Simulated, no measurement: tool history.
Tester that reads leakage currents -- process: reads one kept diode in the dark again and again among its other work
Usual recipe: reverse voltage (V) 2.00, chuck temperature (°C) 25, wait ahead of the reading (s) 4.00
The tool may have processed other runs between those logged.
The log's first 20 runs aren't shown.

run,hour,reverse voltage (V),chuck temperature (°C),wait ahead of the reading (s),hours of work since the probe card was cleaned,hours of work since the tester was calibrated,hours of work since the chuck was calibrated,current that the tester gives (pA)
21,607.3,4.78,24,1.61,893,1338,334,45.98
22,638.9,11.01,45,2.47,917,1362,358,342.39
23,664.9,11.01,42,0.35,937,1382,378,285.47
24,696.6,11.01,42,0.35,962,1406,402,284.18
25,734.8,3.17,28,3.87,991,1436,432,52.38
26,763.6,1.21,25,4.00,1013,1458,454,25.68
27,794.4,1.21,25,4.00,1036,1481,477,25.83
28,830.9,1.21,25,4.00,1064,1509,505,25.98
29,863.0,2.57,36,4.00,1089,1534,530,89.34
30,904.5,2.57,36,4.00,1121,1566,562,89.85

Below are 5 alternative next runs, each starting from the tool's condition after run 30. Predict each:
A,930.3,2.57,36,0.63,1140,1585,581,?
B,930.3,2.57,50,4.00,1140,1585,581,?
C,930.3,1.79,25,4.00,1140,1585,581,?
D,930.3,17.59,25,1.20,1140,1585,581,?
E,930.3,6.16,32,2.82,1140,1585,581,?

run,current that the tester gives (pA)
A,90.29
B,254.53
C,31.54
D,101.84
E,100.49
With the hidden condition removed and each run's random variation left untouched, the same runs would have given:
run,current that the tester gives (pA)
A,83.58
B,238.97
C,28.60
D,86.26
E,91.10
